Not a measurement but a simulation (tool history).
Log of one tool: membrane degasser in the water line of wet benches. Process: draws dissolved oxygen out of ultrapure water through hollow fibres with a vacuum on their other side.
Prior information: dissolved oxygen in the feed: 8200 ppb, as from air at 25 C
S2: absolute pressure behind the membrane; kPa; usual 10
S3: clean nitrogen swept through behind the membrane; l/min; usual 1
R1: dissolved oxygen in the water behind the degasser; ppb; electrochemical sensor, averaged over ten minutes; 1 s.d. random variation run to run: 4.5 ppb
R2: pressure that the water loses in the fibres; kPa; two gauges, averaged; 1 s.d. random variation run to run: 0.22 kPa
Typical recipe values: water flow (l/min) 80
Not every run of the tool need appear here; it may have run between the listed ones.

Run 1, hour 0: usual settings. Result: R1 993.1 ppb, R2 52.4 kPa.
Run 2, hour 52: usual settings but S3 2.37 l/min. Result: R1 607.7 ppb, R2 52.96 kPa.
Run 3, hour 113.7: usual settings but water flow (l/min) 114. Result: R1 1307.6 ppb, R2 75.31 kPa.
Run 4, hour 161.5: usual settings but water flow (l/min) 114. Result: R1 1314.4 ppb, R2 74.7 kPa.
Run 5, hour 230.4: usual settings but water flow (l/min) 114. Result: R1 1298.9 ppb, R2 74.51 kPa.
Run 6, hour 277.4: usual settings but water flow (l/min) 114. Result: R1 1301.6 ppb, R2 74.93 kPa.
Run 7, hour 330.6: usual settings. Result: R1 985.2 ppb, R2 52.61 kPa.
Run 8, hour 402.3: usual settings but water flow (l/min) 101, S2 6.4 kPa, S3 0.56 l/min. Result: R1 889.2 ppb, R2 66.44 kPa.
Run 9, hour 471.1: usual settings but water flow (l/min) 101, S2 6.4 kPa, S3 0.56 l/min. Result: R1 891.1 ppb, R2 66.41 kPa.
Run 10, hour 512.2: usual settings but water flow (l/min) 101, S2 6.4 kPa, S3 0.56 l/min. Result: R1 889.4 ppb, R2 66.12 kPa.
Run 11, hour 571.9: usual settings but water flow (l/min) 101, S2 6.4 kPa, S3 0.56 l/min. Result: R1 887 ppb, R2 66.28 kPa.
Run 12, hour 648.1: usual settings but water flow (l/min) 101, S2 8.4 kPa, S3 0.42 l/min. Result: R1 1384.6 ppb, R2 65.85 kPa.
Run 13, hour 694.3: usual settings but water flow (l/min) 67, S2 6.6 kPa, S3 2.06 l/min. Result: R1 343.4 ppb, R2 43.64 kPa.
Run 14, hour 747.8: usual settings but water flow (l/min) 67, S2 6.6 kPa, S3 2.06 l/min. Result: R1 343.3 ppb, R2 43.4 kPa.

Results for each run, recomputed without the tool's hidden state and with each run's random variation untouched:
Hidden state present: membrane still open, %; true pressure behind the membrane over the reading, kPa; air that leaks in behind the membrane, l/min; drift of the gauge itself on oxygen_ppb, %; drift of the gauge itself on loss_of_pressure_kpa, %.
run     R2
  1   52.4
  2     53
  3  75.43
  4  74.88
  5  74.77
  6  75.24
  7  52.87
  8  66.84
  9  66.88
 10  66.63
 11  66.84
 12  66.49
 13   44.1
 14  43.89
R1: differs from the measured result by no more than 0.2 ppb in any run.
